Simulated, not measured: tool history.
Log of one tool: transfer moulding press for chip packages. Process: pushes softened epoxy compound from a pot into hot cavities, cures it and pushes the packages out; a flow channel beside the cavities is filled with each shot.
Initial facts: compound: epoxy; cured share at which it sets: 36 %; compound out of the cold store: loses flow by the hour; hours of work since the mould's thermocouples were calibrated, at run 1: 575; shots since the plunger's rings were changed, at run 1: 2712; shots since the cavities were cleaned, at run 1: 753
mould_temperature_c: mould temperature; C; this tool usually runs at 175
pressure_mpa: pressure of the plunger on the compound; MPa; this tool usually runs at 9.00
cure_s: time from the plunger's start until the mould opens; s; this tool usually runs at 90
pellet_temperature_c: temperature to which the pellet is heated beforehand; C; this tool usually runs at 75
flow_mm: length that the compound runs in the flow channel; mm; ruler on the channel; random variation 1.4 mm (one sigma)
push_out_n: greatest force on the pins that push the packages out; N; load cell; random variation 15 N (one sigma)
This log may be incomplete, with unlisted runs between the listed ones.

run	hour	mould_temperature_c	pressure_mpa	cure_s	pellet_temperature_c	hours of work since the mould's thermocouples were calibrated	shots since the plunger's rings were changed	shots since the cavities were cleaned	incoming compound's hours out of the cold store	flow_mm	push_out_n
1	0.0	175	9.00	90	75	575	2712	753	32.2	801	1151
2	17.9	175	9.00	90	75	583	2876	917	33.9	797	1156
# hour 46.5: cavities cleaned with cleaning compound and waxed
3	48.8	181	9.00	90	75	596	3146	21	35.5	768	558
4	67.0	175	7.23	90	75	604	3313	188	12.0	762	976
5	100.8	183	9.00	90	75	620	3623	498	26.6	782	643
6	117.0	183	9.00	90	75	627	3772	647	44.1	743	683
7	152.1	183	9.00	90	75	643	4093	968	46.4	733	743
# hour 175.7: cavities cleaned with cleaning compound and waxed
8	178.2	173	9.00	90	75	654	4320	23	9.6	857	989
9	211.2	173	9.00	90	75	669	4622	325	10.9	852	1159
10	246.7	175	9.00	90	75	685	4948	651	11.9	840	1123
11	261.4	175	9.00	90	75	691	5083	786	20.1	816	1239
12	295.6	175	9.00	90	75	707	5397	1100	36.8	775	1232
# hour 302.6: cavities cleaned with cleaning compound and waxed
13	328.9	175	9.00	90	75	721	5689	241	28.7	794	939
14	355.7	175	9.00	90	75	733	5935	487	28.7	791	1064
# hour 372.6: plunger's sealing rings changed
15	379.5	175	9.00	90	75	743	63	682	29.4	827	1091
16	413.6	170	6.90	90	79	758	376	995	24.6	752	1790
# hour 425.8: mould's thermocouples calibrated
# hour 434.5: cavities cleaned with cleaning compound and waxed
17	442.7	170	6.90	90	79	7	612	75	47.5	695	1153
18	470.2	170	7.08	83	79	19	864	327	10.6	788	1765
19	490.6	175	9.61	80	75	29	1051	514	35.4	829	1436
20	524.8	180	9.00	90	75	44	1365	828	18.6	825	827
21	558.1	180	9.00	90	75	59	1671	1134	16.3	828	906
# hour 562.3: cavities cleaned with cleaning compound and waxed
22	578.8	175	7.23	90	74	68	1847	152	36.2	712	815
23	606.5	175	7.23	90	74	80	2101	406	15.6	757	1068
24	622.2	175	9.00	83	65	87	2246	551	25.5	818	1372
25	638.8	175	6.95	111	65	95	2398	703	17.1	739	767
26	660.7	175	6.95	111	65	105	2599	904	27.9	715	774
27	686.9	175	8.25	111	79	116	2839	1144	15.3	805	814
# hour 690.9: cavities cleaned with cleaning compound and waxed
28	711.3	176	8.25	111	76	127	3049	187	24.5	782	572
29	740.8	175	9.56	90	82	140	3320	458	46.8	785	952

What if the next run were any one of these 3? Each begins from the tool's condition after run 29:
A	770.5	172	9.00	89	66	153	3593	731	32.0	?	?
B	770.5	175	9.56	90	69	153	3593	731	8.1	?	?
C	770.5	169	9.00	103	66	153	3593	731	32.2	?	?

run	flow_mm	push_out_n
A	806	1533
B	886	1222
C	822	1305
Stripped of hidden state, with their random variation kept, the same runs would have yielded:
run	flow_mm	push_out_n
A	828	994
B	910	789
C	844	843
